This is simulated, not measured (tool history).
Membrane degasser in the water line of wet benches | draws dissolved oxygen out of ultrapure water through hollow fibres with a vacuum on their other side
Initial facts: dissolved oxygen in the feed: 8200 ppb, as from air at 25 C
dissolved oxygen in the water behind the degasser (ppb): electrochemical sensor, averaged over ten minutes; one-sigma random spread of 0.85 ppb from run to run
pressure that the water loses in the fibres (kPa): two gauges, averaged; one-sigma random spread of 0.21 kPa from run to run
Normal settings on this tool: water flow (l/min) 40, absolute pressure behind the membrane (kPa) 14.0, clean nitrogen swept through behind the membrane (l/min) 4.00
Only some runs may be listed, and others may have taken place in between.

run	hour	water flow (l/min)	absolute pressure behind the membrane (kPa)	clean nitrogen swept through behind the membrane (l/min)	dissolved oxygen in the water behind the degasser (ppb)	pressure that the water loses in the fibres (kPa)
1	0.0	40	14.0	4.00	265.1	51.00
2	156.3	40	14.0	4.00	266.0	51.54
3	271.0	40	14.0	4.00	267.0	51.79
4	411.0	29	14.0	4.00	197.0	37.62
5	536.8	32	14.0	4.00	215.4	41.72
6	747.2	32	14.0	4.00	215.9	41.43
7	839.3	32	14.0	4.00	216.0	41.52
8	957.2	64	22.2	5.03	581.3	83.15
9	1043.2	32	33.3	2.81	760.4	41.90
10	1209.8	57	10.3	3.73	286.7	74.45
11	1316.4	57	10.3	3.73	286.2	75.00
12	1500.6	57	10.3	3.73	289.3	74.86
13	1654.2	62	10.3	3.43	342.4	81.60

Each row is a separate what-if for the run after 13, all from the same tool condition, not one after another. Results?
A	1858.8	42	9.6	3.43	?	?
B	1858.8	41	23.1	8.01	?	?
C	1858.8	40	23.0	4.00	?	?

run	dissolved oxygen in the water behind the degasser (ppb)	pressure that the water loses in the fibres (kPa)
A	205.3	55.28
B	255.1	53.86
C	465.8	52.34
Take away the tool's hidden state, keep each run's random variation, and the runs would have read:
run	dissolved oxygen in the water behind the degasser (ppb)	pressure that the water loses in the fibres (kPa)
A	181.2	51.45
B	242.7	50.14
C	445.1	48.71
